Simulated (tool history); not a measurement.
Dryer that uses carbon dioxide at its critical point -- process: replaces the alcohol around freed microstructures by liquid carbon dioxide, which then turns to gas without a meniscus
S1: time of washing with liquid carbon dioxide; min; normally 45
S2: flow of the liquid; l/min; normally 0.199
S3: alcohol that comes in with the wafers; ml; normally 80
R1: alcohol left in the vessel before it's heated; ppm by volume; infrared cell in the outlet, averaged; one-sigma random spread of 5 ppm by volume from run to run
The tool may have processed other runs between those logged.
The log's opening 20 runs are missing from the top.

run	hour	S1	S2	S3	R1
21	136.6	43	0.153	80	448
22	143.5	43	0.153	80	448
23	150.0	43	0.153	80	451
24	153.8	28	0.199	97	1032
25	162.2	36	0.138	97	1862
26	168.6	36	0.138	97	1874
27	177.2	36	0.138	97	1890
28	185.6	42	0.199	80	158
29	189.8	42	0.199	80	155
30	198.5	71	0.204	80	76
31	204.9	61	0.303	72	68
32	209.8	32	0.303	93	106
33	217.4	42	0.135	80	917
34	222.1	42	0.135	80	956
35	230.6	63	0.191	114	85
36	238.0	63	0.191	114	89
37	243.9	63	0.191	114	89

5 ways to go on from here, each from the tool as it stands after run 37. What would each give?
A	250.7	59	0.199	80	?
B	250.7	63	0.191	74	?
C	250.7	29	0.191	114	?
D	250.7	41	0.165	91	?
E	250.7	65	0.171	66	?

run	R1
A	84
B	82
C	1348
D	474
E	90
With no hidden state in the tool, these same runs would have given:
run	R1
A	7
B	6
C	1062
D	324
E	12

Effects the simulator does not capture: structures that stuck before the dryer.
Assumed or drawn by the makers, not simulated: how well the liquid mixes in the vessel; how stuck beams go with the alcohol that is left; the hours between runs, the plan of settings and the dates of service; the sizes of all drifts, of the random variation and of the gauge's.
